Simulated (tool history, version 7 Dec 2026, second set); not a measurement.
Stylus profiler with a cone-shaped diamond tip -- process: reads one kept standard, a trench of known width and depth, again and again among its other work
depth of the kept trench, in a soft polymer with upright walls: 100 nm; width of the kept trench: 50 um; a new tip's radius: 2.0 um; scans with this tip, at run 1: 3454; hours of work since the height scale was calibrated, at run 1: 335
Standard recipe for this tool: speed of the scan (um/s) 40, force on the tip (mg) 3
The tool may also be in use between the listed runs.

run   hour  speed of the scan (um/s)  force on the tip (mg)  scans with this tip  hours of work since the height scale was calibrated  depth of the trench (Å)  width of the trench's floor (um)
  1      0                        40                      3                 3454                                                  335                   1019.7                             48.57
  2   10.1                        40                   2.68                 3519                                                  342                   1018.6                             48.56
  3   16.8                        40                   3.38                 3563                                                  346                   1021.3                             48.55
  4   30.2                        16                      3                 3649                                                  354                     1020                             48.64
  5     45                        40                   7.92                 3744                                                  363                   1037.7                             48.65
  6   57.4                        40                   7.92                 3824                                                  371                   1038.2                             48.65
  7   66.2                        15                      3                 3881                                                  377                   1019.8                             48.67
  8   78.1                        15                      3                 3957                                                  384                   1019.8                             48.66
  9   85.3                        40                   6.17                 4003                                                  389                     1032                              48.6
 10   95.1                        40                   8.76                 4067                                                  395                   1040.6                             48.59
 11  105.6                        40                   8.76                 4134                                                  401                   1040.7                             48.56
 12  118.7                        40                      3                 4218                                                  409                   1020.2                             48.51
 13    132                       118                      3                 4304                                                  418                   1019.7                             48.13
 14    140                       118                      3                 4356                                                  423                   1019.8                             48.11
 15  149.2                        40                      3                 4414                                                  428                   1020.2                             48.55
 16  160.8                        40                      3                 4489                                                  436                   1020.3                             48.51
 17  170.9                        23                      3                 4554                                                  442                   1020.4                             48.66
 18  184.9                        23                      3                 4645                                                  451                   1019.5                             48.66
 19  196.4                        23                      3                 4718                                                  458                   1019.8                             48.63
 20  206.7                        28                   4.35                 4785                                                  464                   1025.2                             48.66
 21  217.3                        14                   8.28                 4853                                                  471                   1039.5                             48.68
 22  229.1                        32                   6.95                 4929                                                  478                   1035.3                              48.6
 23  239.8                        21                   4.09                 4998                                                  485                   1024.4                             48.68
 24  250.5                        21                   4.09                 5067                                                  492                   1024.7                             48.63
 25  256.5                        30                   1.07                 5106                                                  496                   1009.8                             48.49
 26  262.7                        63                    2.2                 5145                                                  499                   1015.9                             48.36
 27  271.7                        63                    2.2                 5203                                                  505                   1016.1                             48.34
 28  285.2                        63                    2.2                 5290                                                  514                   1016.2                             48.38
 29  292.8                        63                    2.2                 5339                                                  518                   1015.9                             48.37
 30  307.4                        46                   1.36                 5433                                                  527                   1011.7                             48.42
 31  315.8                        40                   1.91                 5487                                                  533                   1014.6                             48.52
 32    327                        94                   2.24                 5559                                                  540                   1016.2                             48.12
 33  338.9                        94                   2.24                 5635                                                  547                   1016.1                             48.16
 34  347.9                        32                   2.22                 5694                                                  553                   1016.2                             48.52
 35  357.1                        18                   3.06                 5753                                                  558                   1019.7                             48.66
 36  370.9                        18                   3.06                 5842                                                  567                   1020.3                             48.68

3 ways to go on from here, each from the tool as it stands after run 36. What would each give?
  A   377                       101                   3.06                 5881                                                  571                        ?                                 ?
  B   377                        43                   5.79                 5881                                                  571                        ?                                 ?
  C   377                        10                   4.23                 5881                                                  571                        ?                                 ?

run  depth of the trench (Å)  width of the trench's floor (um)
  A                   1020.7                             48.19
  B                   1031.3                             48.55
  C                   1025.7                             48.71
Without the tool's hidden state the same runs would have given:
run  depth of the trench (Å)  width of the trench's floor (um)
  A                   1020.6                             48.19
  B                   1031.3                             48.55
  C                   1025.7                             48.72

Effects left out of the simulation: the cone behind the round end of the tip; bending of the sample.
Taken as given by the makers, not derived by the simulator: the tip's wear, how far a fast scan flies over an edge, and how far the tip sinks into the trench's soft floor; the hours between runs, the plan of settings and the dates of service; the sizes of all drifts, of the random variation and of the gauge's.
